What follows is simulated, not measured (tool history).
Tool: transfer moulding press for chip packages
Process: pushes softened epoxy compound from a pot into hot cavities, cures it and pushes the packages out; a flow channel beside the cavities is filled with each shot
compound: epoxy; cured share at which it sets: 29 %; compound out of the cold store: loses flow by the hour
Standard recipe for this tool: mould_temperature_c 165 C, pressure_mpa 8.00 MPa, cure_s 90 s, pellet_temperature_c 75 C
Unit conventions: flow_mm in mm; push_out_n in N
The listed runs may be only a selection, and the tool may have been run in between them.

run	day	mould_temperature_c	pressure_mpa	cure_s	pellet_temperature_c	incoming compound's hours out of the cold store	flow_mm	push_out_n
1	0.000	165	8.00	90	75	9.7	525	553
# day 0.588: cavities cleaned with cleaning compound and waxed
2	1.046	165	8.00	90	75	45.0	432	374
# day 1.475: plunger's sealing rings changed
3	2.917	165	8.00	90	75	31.6	484	521
# day 3.500: cavities cleaned with cleaning compound and waxed
4	4.821	165	8.00	90	75	23.2	502	463
5	6.067	165	8.00	90	83	13.4	534	531
# day 6.279: cavities cleaned with cleaning compound and waxed
6	7.267	165	8.00	90	83	13.0	523	442
7	8.533	165	8.00	90	83	25.2	487	526
# day 9.046: cavities cleaned with cleaning compound and waxed
8	9.583	165	8.00	90	83	19.3	505	383
9	11.250	165	6.52	90	75	8.6	480	521
# day 11.829: cavities cleaned with cleaning compound and waxed
10	12.317	165	7.57	90	75	14.0	506	384
11	13.746	165	7.57	90	75	12.3	508	530
# day 14.517: cavities cleaned with cleaning compound and waxed
12	14.583	165	7.57	90	75	17.3	488	350
13	16.271	165	7.57	90	75	42.1	420	480
# day 17.288: cavities cleaned with cleaning compound and waxed
14	17.975	165	7.57	90	75	42.3	420	390
15	19.492	169	6.49	103	67	27.1	418	446
# day 19.725: plunger's sealing rings changed
# day 20.071: cavities cleaned with cleaning compound and waxed
16	20.929	166	8.71	90	75	39.7	471	385
# day 22.767: cavities cleaned with cleaning compound and waxed
17	22.767	158	8.71	90	80	21.3	548	511
18	23.788	158	8.71	90	80	43.4	485	618
19	24.821	165	9.13	92	75	32.5	500	472
# day 25.475: cavities cleaned with cleaning compound and waxed
20	25.950	165	9.13	92	75	21.9	535	368
21	27.496	165	7.05	90	75	16.8	478	500
# day 28.146: cavities cleaned with cleaning compound and waxed
22	28.483	171	8.88	107	73	12.5	536	311
23	29.938	171	8.88	107	73	28.5	481	441

The next listed run, before its measurement:
# day 30.812: cavities cleaned with cleaning compound and waxed
24	31.229	165	7.85	107	79	36.1	?	?

Run 24 gave flow_mm 447 mm, push_out_n 322 N.
Minus the tool's unlogged condition, the same run would have read flow_mm 467 mm, push_out_n 277 N.
